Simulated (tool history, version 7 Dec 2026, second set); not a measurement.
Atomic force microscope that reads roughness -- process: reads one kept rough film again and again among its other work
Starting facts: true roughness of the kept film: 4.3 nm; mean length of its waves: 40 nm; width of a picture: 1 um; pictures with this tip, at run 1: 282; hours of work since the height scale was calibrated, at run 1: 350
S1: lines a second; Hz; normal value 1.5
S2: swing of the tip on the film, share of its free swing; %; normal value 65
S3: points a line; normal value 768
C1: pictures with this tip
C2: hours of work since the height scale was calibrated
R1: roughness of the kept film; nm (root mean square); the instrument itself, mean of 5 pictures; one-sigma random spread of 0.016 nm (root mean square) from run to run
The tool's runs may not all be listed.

run,day,S1,S2,S3,C1,C2,R1
1,0,1.5,65,768,282,350,3.983
2,0.45,0.66,65,768,303,357,4.03
3,0.862,0.66,65,768,321,364,4.059
4,1.192,0.71,65,768,336,369,4.045
# day 1.704: new tip fitted
5,1.704,0.71,65,768,0,376,4.011
6,2.125,1.5,65,322,19,383,3.977
7,2.496,1.5,65,322,36,389,3.947
8,2.842,1.5,65,322,52,394,3.971
9,3.433,1.5,65,322,78,403,3.966
10,3.875,1.5,65,322,99,410,3.966
11,4.446,1.5,65,322,125,419,3.96
12,4.812,1.5,65,768,141,425,4.001
13,5.304,2.79,85,835,164,433,3.592
14,5.608,2.77,72,339,177,438,3.809
15,6.008,0.7,56,1013,196,444,4.032
16,6.604,0.67,82,293,223,453,3.911
17,7.208,1.2,82,403,250,463,3.847
18,7.696,3.13,82,1004,272,470,3.593
19,8.1,1.19,75,844,291,476,3.934
20,8.704,1.39,69,844,318,486,3.937
21,9.038,0.99,59,384,334,491,3.987
22,9.575,0.99,59,384,358,500,4.009
# day 9.642: new tip fitted
23,9.854,0.99,59,384,10,504,4.01

4 ways to go on from here, each from the tool as it stands after run 23. What would each give?
A,10.462,1.1,56,633,37,513,?
B,10.462,1.06,67,403,37,513,?
C,10.462,0.88,90,384,37,513,?
D,10.462,0.99,59,384,37,513,?

run,R1
A,4.014
B,4.005
C,3.848
D,4.024
Had the tool no hidden state, the same runs would have come out as:
run,R1
A,4.015
B,4.006
C,3.849
D,4.025
